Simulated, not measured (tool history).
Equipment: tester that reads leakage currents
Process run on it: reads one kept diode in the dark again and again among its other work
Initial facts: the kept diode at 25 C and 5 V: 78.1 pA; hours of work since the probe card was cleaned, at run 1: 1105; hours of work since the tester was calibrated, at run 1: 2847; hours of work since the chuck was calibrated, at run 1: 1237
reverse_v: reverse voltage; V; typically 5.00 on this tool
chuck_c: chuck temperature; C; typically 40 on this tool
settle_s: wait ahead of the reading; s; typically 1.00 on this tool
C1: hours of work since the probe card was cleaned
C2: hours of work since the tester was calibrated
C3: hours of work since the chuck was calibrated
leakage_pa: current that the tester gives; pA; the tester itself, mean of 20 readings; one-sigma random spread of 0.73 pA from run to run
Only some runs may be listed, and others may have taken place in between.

run 1 hour=0.0 | reverse_v=5.00 chuck_c=40 settle_s=1.00 | C1=1105 C2=2847 C3=1237 | leakage_pa=268.07
run 2 hour=120.9 | reverse_v=5.00 chuck_c=40 settle_s=1.00 | C1=1181 C2=2922 C3=1312 | leakage_pa=267.34
-- hour=148.6 chuck's temperature calibrated
run 3 hour=244.2 | reverse_v=5.00 chuck_c=40 settle_s=1.00 | C1=1256 C2=2998 C3=59 | leakage_pa=246.39
run 4 hour=329.6 | reverse_v=5.00 chuck_c=40 settle_s=1.00 | C1=1309 C2=3051 C3=113 | leakage_pa=245.23
run 5 hour=462.6 | reverse_v=5.00 chuck_c=53 settle_s=1.00 | C1=1392 C2=3133 C3=195 | leakage_pa=603.09
run 6 hour=559.5 | reverse_v=15.38 chuck_c=40 settle_s=1.00 | C1=1452 C2=3194 C3=256 | leakage_pa=364.42
run 7 hour=665.5 | reverse_v=15.38 chuck_c=40 settle_s=1.00 | C1=1518 C2=3260 C3=321 | leakage_pa=367.64
run 8 hour=783.0 | reverse_v=5.89 chuck_c=33 settle_s=0.45 | C1=1591 C2=3333 C3=395 | leakage_pa=161.20
run 9 hour=886.4 | reverse_v=5.89 chuck_c=33 settle_s=0.45 | C1=1655 C2=3397 C3=459 | leakage_pa=162.80
run 10 hour=1019.3 | reverse_v=5.89 chuck_c=33 settle_s=0.45 | C1=1738 C2=3480 C3=542 | leakage_pa=163.74
-- hour=1141.4 probe card cleaned and baked
run 11 hour=1143.0 | reverse_v=5.89 chuck_c=33 settle_s=0.45 | C1=1 C2=3555 C3=617 | leakage_pa=163.84

3 options for the next run, each taken on its own from the tool as it stands now. Forecast them:
run A hour=1224.1 | reverse_v=1.56 chuck_c=33 settle_s=0.45 | C1=51 C2=3605 C3=667 | leakage_pa=?
run B hour=1224.1 | reverse_v=5.00 chuck_c=40 settle_s=2.89 | C1=51 C2=3605 C3=667 | leakage_pa=?
run C hour=1224.1 | reverse_v=14.26 chuck_c=33 settle_s=0.45 | C1=51 C2=3605 C3=667 | leakage_pa=?

run=A leakage_pa=104.44
run=B leakage_pa=255.04
run=C leakage_pa=224.42
Without the tool's hidden state the same runs would have given:
run=A leakage_pa=99.64
run=B leakage_pa=243.66
run=C leakage_pa=214.26
